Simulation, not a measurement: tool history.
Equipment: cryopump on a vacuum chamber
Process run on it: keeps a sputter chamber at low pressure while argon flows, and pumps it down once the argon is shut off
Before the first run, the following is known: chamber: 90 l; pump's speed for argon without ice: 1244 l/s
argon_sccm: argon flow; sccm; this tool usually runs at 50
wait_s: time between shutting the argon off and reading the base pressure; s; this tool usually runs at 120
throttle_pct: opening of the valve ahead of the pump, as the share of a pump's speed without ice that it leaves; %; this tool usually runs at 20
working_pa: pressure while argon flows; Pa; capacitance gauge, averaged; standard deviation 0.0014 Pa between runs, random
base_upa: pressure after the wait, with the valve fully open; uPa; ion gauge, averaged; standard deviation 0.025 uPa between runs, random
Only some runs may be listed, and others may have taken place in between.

run 1 hour=0.0 | argon_sccm=50 wait_s=120 throttle_pct=20 | working_pa=0.3483 base_upa=2.28
run 2 hour=19.1 | argon_sccm=50 wait_s=120 throttle_pct=20 | working_pa=0.3462 base_upa=2.32
run 3 hour=41.2 | argon_sccm=50 wait_s=120 throttle_pct=16 | working_pa=0.4323 base_upa=2.31
run 4 hour=66.9 | argon_sccm=50 wait_s=198 throttle_pct=20 | working_pa=0.3452 base_upa=2.06
run 5 hour=98.2 | argon_sccm=50 wait_s=198 throttle_pct=20 | working_pa=0.3511 base_upa=2.11
run 6 hour=126.9 | argon_sccm=50 wait_s=198 throttle_pct=20 | working_pa=0.3526 base_upa=2.23
run 7 hour=165.9 | argon_sccm=50 wait_s=64 throttle_pct=20 | working_pa=0.3550 base_upa=3.13
run 8 hour=210.0 | argon_sccm=50 wait_s=120 throttle_pct=32 | working_pa=0.2263 base_upa=2.51
run 9 hour=251.7 | argon_sccm=50 wait_s=120 throttle_pct=32 | working_pa=0.2264 base_upa=2.61
run 10 hour=294.6 | argon_sccm=50 wait_s=120 throttle_pct=32 | working_pa=0.2272 base_upa=2.60
run 11 hour=322.1 | argon_sccm=50 wait_s=120 throttle_pct=20 | working_pa=0.3565 base_upa=2.65
run 12 hour=362.0 | argon_sccm=50 wait_s=120 throttle_pct=20 | working_pa=0.3569 base_upa=2.63
run 13 hour=398.3 | argon_sccm=50 wait_s=120 throttle_pct=20 | working_pa=0.3591 base_upa=2.78
run 14 hour=421.6 | argon_sccm=50 wait_s=120 throttle_pct=20 | working_pa=0.3612 base_upa=2.77
run 15 hour=461.0 | argon_sccm=50 wait_s=120 throttle_pct=20 | working_pa=0.3645 base_upa=2.81
run 16 hour=495.2 | argon_sccm=50 wait_s=120 throttle_pct=20 | working_pa=0.3624 base_upa=2.90
run 17 hour=534.9 | argon_sccm=50 wait_s=120 throttle_pct=20 | working_pa=0.3647 base_upa=3.01
run 18 hour=569.0 | argon_sccm=43 wait_s=120 throttle_pct=16 | working_pa=0.3891 base_upa=3.01
run 19 hour=611.0 | argon_sccm=28 wait_s=32 throttle_pct=29 | working_pa=0.1466 base_upa=5.16
run 20 hour=654.8 | argon_sccm=25 wait_s=169 throttle_pct=46 | working_pa=0.0887 base_upa=2.91
run 21 hour=680.4 | argon_sccm=41 wait_s=100 throttle_pct=24 | working_pa=0.2572 base_upa=3.29
run 22 hour=709.0 | argon_sccm=50 wait_s=42 throttle_pct=31 | working_pa=0.2509 base_upa=4.56
run 23 hour=748.0 | argon_sccm=41 wait_s=199 throttle_pct=18 | working_pa=0.3394 base_upa=3.06
run 24 hour=790.8 | argon_sccm=29 wait_s=41 throttle_pct=55 | working_pa=0.0922 base_upa=4.68
-- hour=828.1 pump warmed up, emptied and cooled again
run 25 hour=837.7 | argon_sccm=50 wait_s=120 throttle_pct=52 | working_pa=0.1316 base_upa=2.51
run 26 hour=861.5 | argon_sccm=50 wait_s=120 throttle_pct=52 | working_pa=0.1333 base_upa=2.59
run 27 hour=904.7 | argon_sccm=50 wait_s=120 throttle_pct=52 | working_pa=0.1331 base_upa=2.61
run 28 hour=927.5 | argon_sccm=50 wait_s=120 throttle_pct=52 | working_pa=0.1348 base_upa=2.61
run 29 hour=960.2 | argon_sccm=96 wait_s=188 throttle_pct=16 | working_pa=0.8155 base_upa=2.33
run 30 hour=993.8 | argon_sccm=67 wait_s=125 throttle_pct=53 | working_pa=0.1785 base_upa=2.55
run 31 hour=1033.9 | argon_sccm=67 wait_s=188 throttle_pct=53 | working_pa=0.1800 base_upa=2.49
run 32 hour=1073.4 | argon_sccm=31 wait_s=188 throttle_pct=30 | working_pa=0.1457 base_upa=2.47
-- hour=1090.3 leaking fittings of the chamber tightened, without venting
run 33 hour=1110.0 | argon_sccm=48 wait_s=120 throttle_pct=20 | working_pa=0.3349 base_upa=1.07

Below are 3 alternative next runs, each starting from the tool's condition after run 33. Predict each:
run A hour=1151.5 | argon_sccm=96 wait_s=120 throttle_pct=20 | working_pa=? base_upa=?
run B hour=1151.5 | argon_sccm=48 wait_s=45 throttle_pct=30 | working_pa=? base_upa=?
run C hour=1151.5 | argon_sccm=22 wait_s=106 throttle_pct=33 | working_pa=? base_upa=?

run=A working_pa=0.6693 base_upa=1.07
run=B working_pa=0.2266 base_upa=2.27
run=C working_pa=0.0940 base_upa=1.18
With the hidden condition removed and each run's random variation left untouched, the same runs would have given:
run=A working_pa=0.6522 base_upa=0.99
run=B working_pa=0.2181 base_upa=2.20
run=C working_pa=0.0902 base_upa=1.10
